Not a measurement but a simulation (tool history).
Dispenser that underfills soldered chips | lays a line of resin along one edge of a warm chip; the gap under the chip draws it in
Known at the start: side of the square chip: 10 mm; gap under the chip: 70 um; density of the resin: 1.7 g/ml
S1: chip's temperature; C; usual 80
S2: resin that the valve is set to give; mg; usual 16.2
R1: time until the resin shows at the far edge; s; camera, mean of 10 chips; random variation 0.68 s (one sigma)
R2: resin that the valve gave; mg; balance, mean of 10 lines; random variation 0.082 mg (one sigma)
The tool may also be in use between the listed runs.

run   hour  S1    S2     R1     R2
  1    0.0  80  16.2   99.3  16.11
       2.3  -- new syringe of resin
  2    7.3  80  16.2   77.6  15.97
  3   12.0  80  16.2   92.1  16.01
      16.9  -- new syringe of resin
  4   20.0  80  16.2   70.6  15.84
  5   26.8  80  16.2   91.6  15.76
      31.2  -- new syringe of resin
  6   32.6  80  16.2   67.1  15.77
  7   40.7  72  16.2  117.6  15.80
      45.5  -- new syringe of resin
  8   48.3  72  16.2   91.0  15.71
  9   52.3  72  16.2  105.6  15.70
      59.9  -- new syringe of resin
 10   60.5  72  16.2   85.1  15.65
 11   67.1  68  18.6  120.6  17.84
 12   71.0  90  19.9   71.5  19.30
      74.1  -- new syringe of resin
 13   79.6  90  19.9   56.4  19.12
 14   87.2  86  18.0   83.7  17.26
      88.5  -- new syringe of resin
 15   95.3  84  20.4   70.6  19.19
 16  100.6  84  20.4   85.7  19.34
     102.8  -- new syringe of resin
 17  108.3  85  17.0   68.8  16.14

4 ways to go on from here, each from the tool as it stands after run 17. What would each give?
  A  115.1  78  17.9   ?   ?
  B  115.1  94  14.8   ?   ?
  C  115.1  69  15.6   ?   ?
  D  115.1  68  14.9   ?   ?

run     R1     R2
  A  106.3  16.76
  B   70.7  13.83
  C  146.7  14.66
  D  155.5  13.92
Without the tool's hidden state the same runs would have given:
run    R1     R2
  A  64.0  17.84
  B  42.1  14.72
  C  86.9  15.60
  D  91.9  14.82
